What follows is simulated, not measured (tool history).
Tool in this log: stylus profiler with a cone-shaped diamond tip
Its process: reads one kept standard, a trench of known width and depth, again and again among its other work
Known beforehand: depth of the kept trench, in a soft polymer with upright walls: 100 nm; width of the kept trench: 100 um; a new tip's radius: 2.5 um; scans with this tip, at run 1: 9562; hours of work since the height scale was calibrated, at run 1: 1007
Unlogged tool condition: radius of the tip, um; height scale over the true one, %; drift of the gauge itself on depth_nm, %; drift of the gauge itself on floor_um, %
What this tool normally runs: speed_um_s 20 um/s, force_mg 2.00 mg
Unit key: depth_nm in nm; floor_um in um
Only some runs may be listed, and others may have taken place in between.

| run | hour | speed_um_s | force_mg | scans with this tip | hours of work since the height scale was calibrated | depth_nm | floor_um |
|---|---|---|---|---|---|---|---|
| 1 | 0.0 | 20 | 2.00 | 9562 | 1007 | 100.75 | 98.23 |
| 2 | 26.7 | 10 | 2.00 | 9719 | 1024 | 100.68 | 98.25 |
| 3 | 76.6 | 20 | 0.74 | 10012 | 1054 | 100.33 | 98.10 |
| 4 | 99.5 | 20 | 0.67 | 10146 | 1068 | 100.27 | 98.13 |
| 5 | 151.9 | 20 | 0.67 | 10453 | 1101 | 100.26 | 98.10 |
| 6 | 204.3 | 20 | 2.22 | 10759 | 1133 | 100.77 | 98.17 |
| 7 | 249.1 | 20 | 2.22 | 11023 | 1161 | 100.75 | 98.17 |
| 8 | 279.4 | 6 | 2.22 | 11200 | 1179 | 100.78 | 98.20 |
| 9 | 302.1 | 6 | 2.22 | 11333 | 1193 | 100.76 | 98.22 |
| 10 | 350.2 | 10 | 2.22 | 11615 | 1223 | 100.73 | 98.13 |
| 11 | 401.3 | 20 | 2.00 | 11914 | 1255 | 100.77 | 98.11 |
| 12 | 449.2 | 20 | 3.58 | 12195 | 1284 | 101.10 | 98.12 |
| 13 | 488.1 | 20 | 3.58 | 12423 | 1308 | 101.09 | 98.15 |
| 14 | 531.3 | 20 | 3.58 | 12676 | 1335 | 101.14 | 98.11 |
| 15 | 578.5 | 20 | 3.58 | 12952 | 1364 | 101.04 | 98.09 |
|  | 594.8 | height scale calibrated on a step standard |
| 16 | 621.4 | 47 | 3.58 | 13201 | 16 | 101.01 | 98.04 |
| 17 | 655.2 | 20 | 2.00 | 13399 | 37 | 100.62 | 98.12 |
| 18 | 677.1 | 16 | 2.00 | 13527 | 51 | 100.62 | 98.08 |
|  | 702.7 | height scale calibrated on a step standard, once more |
| 19 | 725.7 | 16 | 2.00 | 13809 | 14 | 100.85 | 98.06 |
| 20 | 766.2 | 20 | 0.93 | 14046 | 39 | 100.53 | 98.04 |
| 21 | 802.0 | 5 | 2.00 | 14257 | 61 | 100.80 | 98.11 |
| 22 | 830.6 | 5 | 2.00 | 14424 | 79 | 100.85 | 98.10 |
| 23 | 882.8 | 9 | 2.02 | 14730 | 111 | 100.89 | 98.05 |
| 24 | 916.4 | 20 | 0.87 | 14927 | 132 | 100.42 | 98.02 |
| 25 | 959.4 | 20 | 0.87 | 15179 | 158 | 100.43 | 97.98 |
| 26 | 1005.5 | 20 | 0.87 | 15449 | 187 | 100.41 | 98.01 |
| 27 | 1045.9 | 8 | 5.78 | 15686 | 212 | 101.71 | 98.07 |
| 28 | 1086.6 | 13 | 2.80 | 15924 | 237 | 101.12 | 98.02 |
| 29 | 1115.4 | 13 | 1.64 | 16093 | 255 | 100.67 | 98.01 |
| 30 | 1164.7 | 46 | 0.98 | 16382 | 285 | 100.45 | 97.87 |
| 31 | 1200.6 | 46 | 1.84 | 16592 | 307 | 100.74 | 97.90 |
| 32 | 1239.2 | 36 | 3.12 | 16818 | 331 | 101.15 | 97.94 |
| 33 | 1272.7 | 36 | 3.12 | 17015 | 352 | 101.13 | 97.99 |
| 34 | 1311.5 | 18 | 2.00 | 17242 | 376 | 100.83 | 97.94 |
| 35 | 1360.2 | 18 | 2.00 | 17527 | 406 | 100.78 | 97.99 |
| 36 | 1394.1 | 14 | 2.92 | 17726 | 427 | 101.07 | 98.00 |
| 37 | 1445.6 | 14 | 2.92 | 18028 | 459 | 101.04 | 97.97 |
| 38 | 1498.3 | 64 | 1.29 | 18337 | 491 | 100.61 | 97.70 |
| 39 | 1547.6 | 17 | 1.50 | 18626 | 521 | 100.66 | 97.91 |
| 40 | 1584.6 | 72 | 0.78 | 18842 | 544 | 100.33 | 97.54 |
| 41 | 1609.5 | 9 | 2.68 | 18989 | 560 | 100.96 | 97.94 |
| 42 | 1648.8 | 5 | 2.68 | 19219 | 584 | 100.94 | 97.95 |
| 43 | 1677.2 | 5 | 2.68 | 19385 | 601 | 100.96 | 97.98 |
| 44 | 1728.8 | 6 | 4.80 | 19688 | 633 | 101.46 | 98.01 |

Here are 5 independent what-if runs from the current tool condition. What would each one return?
| A | 1753.8 | 52 | 1.66 | 19834 | 649 | ? | ? |
| B | 1753.8 | 38 | 2.61 | 19834 | 649 | ? | ? |
| C | 1753.8 | 6 | 1.23 | 19834 | 649 | ? | ? |
| D | 1753.8 | 12 | 3.86 | 19834 | 649 | ? | ? |
| E | 1753.8 | 7 | 3.08 | 19834 | 649 | ? | ? |

| run | depth_nm | floor_um |
|---|---|---|
| A | 100.69 | 97.76 |
| B | 100.91 | 97.80 |
| C | 100.58 | 98.00 |
| D | 101.24 | 97.95 |
| E | 101.04 | 97.95 |
Without the tool's hidden state the same runs would have given:
| run | depth_nm | floor_um |
|---|---|---|
| A | 100.78 | 98.38 |
| B | 101.00 | 98.42 |
| C | 100.67 | 98.61 |
| D | 101.33 | 98.56 |
| E | 101.13 | 98.57 |
